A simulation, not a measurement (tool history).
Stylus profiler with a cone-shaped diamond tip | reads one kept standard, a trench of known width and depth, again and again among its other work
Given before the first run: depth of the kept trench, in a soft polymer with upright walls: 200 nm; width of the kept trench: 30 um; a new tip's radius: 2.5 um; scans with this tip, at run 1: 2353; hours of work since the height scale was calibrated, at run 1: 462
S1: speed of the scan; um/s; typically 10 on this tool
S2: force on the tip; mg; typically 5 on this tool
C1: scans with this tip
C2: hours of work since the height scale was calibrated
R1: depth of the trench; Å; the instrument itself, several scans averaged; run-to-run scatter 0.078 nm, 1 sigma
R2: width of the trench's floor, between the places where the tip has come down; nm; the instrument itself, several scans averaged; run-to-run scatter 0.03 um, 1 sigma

run 1 hour=0 | S1=10 S2=5 | C1=2353 C2=462 | R1=2039.8 R2=27820
run 2 hour=33.9 | S1=10 S2=5 | C1=2486 C2=488 | R1=2038.4 R2=27850
run 3 hour=48.5 | S1=3 S2=5 | C1=2543 C2=500 | R1=2038.1 R2=27900
run 4 hour=78.9 | S1=10 S2=1.8 | C1=2662 C2=523 | R1=2018.2 R2=27870
run 5 hour=105.2 | S1=10 S2=1.8 | C1=2765 C2=543 | R1=2017.4 R2=27850
run 6 hour=138.7 | S1=10 S2=1.8 | C1=2896 C2=569 | R1=2017.5 R2=27840
run 7 hour=161.8 | S1=10 S2=1.8 | C1=2986 C2=587 | R1=2017 R2=27810
run 8 hour=195.6 | S1=10 S2=1.8 | C1=3119 C2=613 | R1=2016.9 R2=27800
run 9 hour=212.8 | S1=10 S2=1.8 | C1=3186 C2=626 | R1=2016.2 R2=27790
run 10 hour=247.4 | S1=10 S2=9.56 | C1=3321 C2=652 | R1=2059.3 R2=27830
run 11 hour=278.2 | S1=10 S2=9.56 | C1=3442 C2=676 | R1=2060.2 R2=27780
run 12 hour=304.2 | S1=10 S2=9.56 | C1=3543 C2=696 | R1=2058 R2=27760
run 13 hour=333.1 | S1=10 S2=9.56 | C1=3657 C2=718 | R1=2058.8 R2=27820
run 14 hour=360.9 | S1=10 S2=9.56 | C1=3765 C2=740 | R1=2059 R2=27840
run 15 hour=382.9 | S1=10 S2=7.22 | C1=3851 C2=757 | R1=2048.4 R2=27790
run 16 hour=400.2 | S1=10 S2=7.22 | C1=3919 C2=770 | R1=2047 R2=27750
run 17 hour=421.9 | S1=10 S2=7.22 | C1=4004 C2=787 | R1=2048.9 R2=27760
run 18 hour=437.4 | S1=10 S2=7.22 | C1=4064 C2=799 | R1=2046.2 R2=27770
run 19 hour=471.6 | S1=10 S2=7.22 | C1=4198 C2=825 | R1=2047 R2=27800
run 20 hour=491.2 | S1=10 S2=10.11 | C1=4275 C2=840 | R1=2061.2 R2=27800
run 21 hour=525.7 | S1=10 S2=13.86 | C1=4410 C2=866 | R1=2075.3 R2=27780
run 22 hour=551.4 | S1=10 S2=13.86 | C1=4510 C2=886 | R1=2075 R2=27760
run 23 hour=580.2 | S1=10 S2=13.86 | C1=4623 C2=908 | R1=2074.7 R2=27700
run 24 hour=599.5 | S1=10 S2=13.86 | C1=4699 C2=923 | R1=2074.8 R2=27700
run 25 hour=625.8 | S1=10 S2=3.89 | C1=4801 C2=943 | R1=2027.5 R2=27670
run 26 hour=650.3 | S1=10 S2=3.89 | C1=4897 C2=962 | R1=2027.3 R2=27790
run 27 hour=676.2 | S1=30 S2=4.16 | C1=4999 C2=982 | R1=2028.8 R2=27640
run 28 hour=699.9 | S1=30 S2=4.16 | C1=5091 C2=1000 | R1=2029.3 R2=27610
run 29 hour=732.7 | S1=8 S2=2.6 | C1=5220 C2=1026 | R1=2018.4 R2=27720
run 30 hour=750.1 | S1=22 S2=4.37 | C1=5288 C2=1039 | R1=2029.9 R2=27720
run 31 hour=781 | S1=22 S2=4.37 | C1=5408 C2=1063 | R1=2030.2 R2=27600
run 32 hour=805.6 | S1=4 S2=4.66 | C1=5505 C2=1082 | R1=2032.6 R2=27670
run 33 hour=825.6 | S1=4 S2=4.66 | C1=5583 C2=1097 | R1=2031.5 R2=27730
run 34 hour=859.5 | S1=20 S2=2.56 | C1=5716 C2=1123 | R1=2017.7 R2=27630
run 35 hour=893.9 | S1=20 S2=2.56 | C1=5850 C2=1149 | R1=2018.7 R2=27640
run 36 hour=919.8 | S1=11 S2=1.78 | C1=5951 C2=1169 | R1=2011.5 R2=27640
run 37 hour=953.7 | S1=37 S2=6.64 | C1=6084 C2=1195 | R1=2040.5 R2=27560
run 38 hour=977.9 | S1=37 S2=6.64 | C1=6179 C2=1214 | R1=2040.3 R2=27570
run 39 hour=993.1 | S1=37 S2=6.64 | C1=6238 C2=1226 | R1=2040.5 R2=27620
run 40 hour=1014.3 | S1=37 S2=6.64 | C1=6321 C2=1242 | R1=2041.7 R2=27660
run 41 hour=1045.1 | S1=16 S2=3.04 | C1=6442 C2=1266 | R1=2020.2 R2=27620
run 42 hour=1066 | S1=16 S2=3.04 | C1=6523 C2=1282 | R1=2019.4 R2=27560
run 43 hour=1094.4 | S1=4 S2=12.97 | C1=6634 C2=1303 | R1=2069.8 R2=27600
run 44 hour=1128.1 | S1=11 S2=3.89 | C1=6766 C2=1329 | R1=2024.2 R2=27640
run 45 hour=1145.3 | S1=11 S2=3.89 | C1=6833 C2=1343 | R1=2024.6 R2=27540
run 46 hour=1177.5 | S1=11 S2=3.89 | C1=6959 C2=1367 | R1=2024.2 R2=27560
run 47 hour=1201.7 | S1=36 S2=2.46 | C1=7054 C2=1386 | R1=2016.2 R2=27500

Results for each run, recomputed without the tool's hidden state and with each run's random variation untouched:
Hidden conditions of the tool in this case: radius of the tip, um; height scale over the true one, %; drift of the gauge itself on depth_nm, %; drift of the gauge itself on floor_um, %.
run=1 R1=2043 R2=27980
run=2 R1=2041.8 R2=28020
run=3 R1=2041.7 R2=28070
run=4 R1=2021.9 R2=28050
run=5 R1=2021.2 R2=28030
run=6 R1=2021.6 R2=28040
run=7 R1=2021.2 R2=28010
run=8 R1=2021.4 R2=28010
run=9 R1=2020.8 R2=28000
run=10 R1=2064.2 R2=28050
run=11 R1=2065.3 R2=28000
run=12 R1=2063.2 R2=27990
run=13 R1=2064.2 R2=28050
run=14 R1=2064.6 R2=28080
run=15 R1=2054.1 R2=28030
run=16 R1=2052.8 R2=28000
run=17 R1=2054.9 R2=28020
run=18 R1=2052.3 R2=28030
run=19 R1=2053.2 R2=28070
run=20 R1=2067.6 R2=28070
run=21 R1=2082 R2=28060
run=22 R1=2081.9 R2=28040
run=23 R1=2081.7 R2=27990
run=24 R1=2081.9 R2=27990
run=25 R1=2034.7 R2=27970
run=26 R1=2034.6 R2=28090
run=27 R1=2036.3 R2=27950
run=28 R1=2037 R2=27920
run=29 R1=2026.2 R2=28040
run=30 R1=2037.9 R2=28040
run=31 R1=2038.4 R2=27930
run=32 R1=2040.9 R2=28000
run=33 R1=2039.9 R2=28070
run=34 R1=2026.3 R2=27980
run=35 R1=2027.6 R2=27990
run=36 R1=2020.5 R2=28000
run=37 R1=2049.9 R2=27920
run=38 R1=2049.7 R2=27940
run=39 R1=2050 R2=27990
run=40 R1=2051.4 R2=28040
run=41 R1=2030 R2=28000
run=42 R1=2029.3 R2=27950
run=43 R1=2080.2 R2=28000
run=44 R1=2034.6 R2=28040
run=45 R1=2035 R2=27940
run=46 R1=2034.9 R2=27970
run=47 R1=2027 R2=27910
